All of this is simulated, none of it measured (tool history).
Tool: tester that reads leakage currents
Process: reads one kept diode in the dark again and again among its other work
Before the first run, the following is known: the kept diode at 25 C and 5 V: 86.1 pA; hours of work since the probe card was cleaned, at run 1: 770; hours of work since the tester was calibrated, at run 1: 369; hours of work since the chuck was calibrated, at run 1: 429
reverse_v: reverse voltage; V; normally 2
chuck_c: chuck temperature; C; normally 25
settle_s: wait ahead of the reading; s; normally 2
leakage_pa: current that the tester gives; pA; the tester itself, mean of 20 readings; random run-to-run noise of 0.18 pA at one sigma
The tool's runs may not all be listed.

run,day,reverse_v,chuck_c,settle_s,hours of work since the probe card was cleaned,hours of work since the tester was calibrated,hours of work since the chuck was calibrated,leakage_pa
1,0,2,25,2,770,369,429,57.06
2,1.433,2,25,2,790,388,448,57.56
3,3.3,2,25,2,815,414,474,57.6
4,5.329,2,25,2,843,441,502,57.57
5,7.25,2,25,2,869,468,528,57.27
6,9.112,2.43,25,2,895,493,553,62.39
7,10.679,2.43,25,2,916,515,575,62.51
8,12.671,5.33,60,0.75,944,542,602,865.47
9,14.288,5.33,60,0.75,966,564,624,859.11
10,15.579,4.84,44,1.79,983,582,642,313.54
11,16.938,2,40,5.3,1002,600,660,161.25
12,18.946,1.26,24,0.36,1029,628,688,44.17
13,20.404,16.27,39,8.14,1049,648,708,385.68

Below, each run's measurement less what the same run would have read without the hidden state. Both values contain the same run-to-run variation, but the gauge's scatter may not be the same in both:
Hidden state present: stray current of the dirty probe card, pA a volt; current scale over the true one, %; true chuck temperature over the reading, C; drift of the gauge itself on leakage_pa, %.
run,leakage_pa
1,-0.07
2,-0.07
3,-0.07
4,-0.08
5,-0.08
6,-0.09
7,-0.09
8,-1.26
9,-1.28
10,-0.5
11,-0.27
12,-0.07
13,-0.56
